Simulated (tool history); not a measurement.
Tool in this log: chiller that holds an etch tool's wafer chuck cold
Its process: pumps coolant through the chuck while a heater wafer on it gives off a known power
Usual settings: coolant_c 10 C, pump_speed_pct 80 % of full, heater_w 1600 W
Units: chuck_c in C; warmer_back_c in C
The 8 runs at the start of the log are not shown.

{"run": 9, "hour": 320.2, "coolant_c": 10, "pump_speed_pct": 80, "heater_w": 1600, "chuck_c": 20.7, "warmer_back_c": 4.04}
{"run": 10, "hour": 357.9, "coolant_c": 10, "pump_speed_pct": 80, "heater_w": 1600, "chuck_c": 20.62, "warmer_back_c": 4.09}
{"run": 11, "hour": 408.2, "coolant_c": 10, "pump_speed_pct": 80, "heater_w": 1600, "chuck_c": 20.73, "warmer_back_c": 4.15}
{"run": 12, "hour": 450.1, "coolant_c": 10, "pump_speed_pct": 80, "heater_w": 1600, "chuck_c": 20.75, "warmer_back_c": 4.05}
{"run": 13, "hour": 495.0, "coolant_c": 10, "pump_speed_pct": 80, "heater_w": 1600, "chuck_c": 20.66, "warmer_back_c": 4.04}
{"run": 14, "hour": 547.4, "coolant_c": 10, "pump_speed_pct": 80, "heater_w": 1782, "chuck_c": 21.99, "warmer_back_c": 4.55}
{"run": 15, "hour": 580.0, "coolant_c": 10, "pump_speed_pct": 80, "heater_w": 1782, "chuck_c": 22.03, "warmer_back_c": 4.54}
{"run": 16, "hour": 607.2, "coolant_c": 10, "pump_speed_pct": 86, "heater_w": 1600, "chuck_c": 20.21, "warmer_back_c": 3.82}
{"run": 17, "hour": 635.0, "coolant_c": 10, "pump_speed_pct": 86, "heater_w": 1600, "chuck_c": 20.29, "warmer_back_c": 3.81}
{"run": 18, "hour": 677.7, "coolant_c": 10, "pump_speed_pct": 86, "heater_w": 1600, "chuck_c": 20.23, "warmer_back_c": 3.78}
{"run": 19, "hour": 731.5, "coolant_c": 10, "pump_speed_pct": 65, "heater_w": 1650, "chuck_c": 22.79, "warmer_back_c": 5.22}
{"run": 20, "hour": 765.4, "coolant_c": 10, "pump_speed_pct": 69, "heater_w": 1269, "chuck_c": 19.47, "warmer_back_c": 3.74}
{"run": 21, "hour": 798.0, "coolant_c": 10, "pump_speed_pct": 69, "heater_w": 1269, "chuck_c": 19.44, "warmer_back_c": 3.71}
{"run": 22, "hour": 846.3, "coolant_c": 11, "pump_speed_pct": 79, "heater_w": 1378, "chuck_c": 20.33, "warmer_back_c": 3.59}
{"hour": 859.5, "done": "coolant changed, channels flushed"}
{"run": 23, "hour": 890.4, "coolant_c": 11, "pump_speed_pct": 79, "heater_w": 1378, "chuck_c": 19.53, "warmer_back_c": 3.57}
{"run": 24, "hour": 926.0, "coolant_c": 11, "pump_speed_pct": 79, "heater_w": 1378, "chuck_c": 19.46, "warmer_back_c": 3.64}
{"run": 25, "hour": 972.2, "coolant_c": 10, "pump_speed_pct": 80, "heater_w": 1521, "chuck_c": 19.39, "warmer_back_c": 4}
{"run": 26, "hour": 1026.8, "coolant_c": 17, "pump_speed_pct": 69, "heater_w": 1100, "chuck_c": 24.35, "warmer_back_c": 3.34}
{"run": 27, "hour": 1066.7, "coolant_c": 7, "pump_speed_pct": 80, "heater_w": 2334, "chuck_c": 21.59, "warmer_back_c": 6.05}
{"run": 28, "hour": 1097.5, "coolant_c": 7, "pump_speed_pct": 80, "heater_w": 2334, "chuck_c": 21.66, "warmer_back_c": 6.04}
{"run": 29, "hour": 1138.6, "coolant_c": 7, "pump_speed_pct": 80, "heater_w": 2334, "chuck_c": 21.57, "warmer_back_c": 6.04}
{"run": 30, "hour": 1177.0, "coolant_c": 7, "pump_speed_pct": 80, "heater_w": 2334, "chuck_c": 21.57, "warmer_back_c": 6.02}
{"run": 31, "hour": 1224.1, "coolant_c": 7, "pump_speed_pct": 80, "heater_w": 2334, "chuck_c": 21.56, "warmer_back_c": 6.05}
{"run": 32, "hour": 1284.9, "coolant_c": 7, "pump_speed_pct": 80, "heater_w": 2334, "chuck_c": 21.65, "warmer_back_c": 6.07}
{"run": 33, "hour": 1330.2, "coolant_c": 7, "pump_speed_pct": 80, "heater_w": 1152, "chuck_c": 14.02, "warmer_back_c": 2.98}

Below are 3 alternative next runs, each starting from the tool's condition after run 33. Predict each:
{"run": "A", "hour": 1364.1, "coolant_c": 12, "pump_speed_pct": 99, "heater_w": 1041, "chuck_c": "?", "warmer_back_c": "?"}
{"run": "B", "hour": 1364.1, "coolant_c": 7, "pump_speed_pct": 78, "heater_w": 894, "chuck_c": "?", "warmer_back_c": "?"}
{"run": "C", "hour": 1364.1, "coolant_c": 8, "pump_speed_pct": 61, "heater_w": 1276, "chuck_c": "?", "warmer_back_c": "?"}

run=A chuck_c=17.17 warmer_back_c=2.22
run=B chuck_c=12.31 warmer_back_c=2.38
run=C chuck_c=17.57 warmer_back_c=4.36
Without the tool's unlogged condition, the same runs would have read:
run=A chuck_c=17.34 warmer_back_c=2.06
run=B chuck_c=12.47 warmer_back_c=2.21
run=C chuck_c=17.45 warmer_back_c=4.04
